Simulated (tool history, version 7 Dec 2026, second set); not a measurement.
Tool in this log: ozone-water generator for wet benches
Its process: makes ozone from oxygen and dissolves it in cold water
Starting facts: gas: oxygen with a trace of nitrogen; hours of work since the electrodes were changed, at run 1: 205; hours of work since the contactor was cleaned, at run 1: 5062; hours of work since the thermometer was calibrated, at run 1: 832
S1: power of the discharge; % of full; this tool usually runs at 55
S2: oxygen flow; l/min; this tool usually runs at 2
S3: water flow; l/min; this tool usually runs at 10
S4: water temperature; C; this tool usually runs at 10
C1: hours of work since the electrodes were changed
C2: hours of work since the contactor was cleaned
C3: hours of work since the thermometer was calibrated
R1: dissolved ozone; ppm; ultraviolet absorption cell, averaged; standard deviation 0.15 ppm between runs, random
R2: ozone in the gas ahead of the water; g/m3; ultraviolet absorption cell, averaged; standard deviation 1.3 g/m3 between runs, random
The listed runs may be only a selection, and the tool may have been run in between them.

{"run": 1, "hour": 0.0, "S1": 55, "S2": 2, "S3": 10, "S4": 10, "C1": 205, "C2": 5062, "C3": 832, "R1": 17.2, "R2": 232.2}
{"run": 2, "hour": 150.3, "S1": 55, "S2": 2, "S3": 10, "S4": 10, "C1": 317, "C2": 5173, "C3": 943, "R1": 17.1, "R2": 231.3}
{"run": 3, "hour": 289.5, "S1": 55, "S2": 2, "S3": 10, "S4": 10, "C1": 420, "C2": 5276, "C3": 1046, "R1": 16.7, "R2": 227.8}
{"run": 4, "hour": 373.3, "S1": 55, "S2": 2, "S3": 10, "S4": 10, "C1": 482, "C2": 5338, "C3": 1108, "R1": 16.8, "R2": 229.3}
{"run": 5, "hour": 530.3, "S1": 55, "S2": 2, "S3": 10, "S4": 10, "C1": 598, "C2": 5455, "C3": 1225, "R1": 16.6, "R2": 228.3}
{"run": 6, "hour": 607.0, "S1": 55, "S2": 2, "S3": 10, "S4": 10, "C1": 655, "C2": 5511, "C3": 1282, "R1": 16.9, "R2": 228.6}
{"run": 7, "hour": 750.0, "S1": 55, "S2": 2, "S3": 9, "S4": 10, "C1": 761, "C2": 5617, "C3": 1387, "R1": 18.3, "R2": 227.9}
{"run": 8, "hour": 881.2, "S1": 55, "S2": 2, "S3": 9, "S4": 10, "C1": 858, "C2": 5714, "C3": 1485, "R1": 18.2, "R2": 226.2}
{"run": 9, "hour": 1021.4, "S1": 55, "S2": 2, "S3": 9, "S4": 10, "C1": 962, "C2": 5818, "C3": 1589, "R1": 18.3, "R2": 225.9}
{"run": 10, "hour": 1091.0, "S1": 55, "S2": 2, "S3": 9, "S4": 6, "C1": 1013, "C2": 5870, "C3": 1640, "R1": 19, "R2": 225.4}
{"run": 11, "hour": 1166.8, "S1": 55, "S2": 2, "S3": 9, "S4": 6, "C1": 1070, "C2": 5926, "C3": 1696, "R1": 18.9, "R2": 224.9}
{"run": 12, "hour": 1277.0, "S1": 55, "S2": 2.59, "S3": 10, "S4": 10, "C1": 1151, "C2": 6008, "C3": 1778, "R1": 16.2, "R2": 191.1}
{"run": 13, "hour": 1372.6, "S1": 55, "S2": 2.59, "S3": 10, "S4": 10, "C1": 1222, "C2": 6078, "C3": 1849, "R1": 16.2, "R2": 190.7}
{"hour": 1385.2, "done": "contactor cleaned"}
{"run": 14, "hour": 1490.5, "S1": 55, "S2": 1.47, "S3": 10, "S4": 10, "C1": 1306, "C2": 78, "C3": 1933, "R1": 17.6, "R2": 272.3}
{"run": 15, "hour": 1614.9, "S1": 55, "S2": 1.47, "S3": 10, "S4": 10, "C1": 1399, "C2": 170, "C3": 2025, "R1": 17.5, "R2": 273.7}
{"run": 16, "hour": 1752.8, "S1": 55, "S2": 1.52, "S3": 10, "S4": 10, "C1": 1501, "C2": 272, "C3": 2127, "R1": 17.6, "R2": 266.9}
{"run": 17, "hour": 1886.9, "S1": 47, "S2": 1.52, "S3": 7, "S4": 10, "C1": 1600, "C2": 372, "C3": 2227, "R1": 22.5, "R2": 238.4}
{"run": 18, "hour": 1965.4, "S1": 66, "S2": 3.27, "S3": 7, "S4": 7, "C1": 1658, "C2": 430, "C3": 2285, "R1": 27.7, "R2": 183}
{"run": 19, "hour": 2106.8, "S1": 70, "S2": 1.05, "S3": 7, "S4": 7, "C1": 1763, "C2": 535, "C3": 2390, "R1": 28.8, "R2": 385.9}
{"run": 20, "hour": 2256.6, "S1": 70, "S2": 1.9, "S3": 10, "S4": 7, "C1": 1874, "C2": 646, "C3": 2501, "R1": 21.1, "R2": 269.6}

Forecast run 21:
{"run": 21, "hour": 2394.7, "S1": 60, "S2": 2, "S3": 13, "S4": 9, "C1": 1976, "C2": 748, "C3": 2603, "R1": "?", "R2": "?"}

{"run 21": {"R1": 14, "R2": 231}}
With the hidden condition absent and the run-to-run variation left alone, this run would have shown R1 15.3 ppm, R2 245.5 g/m3.
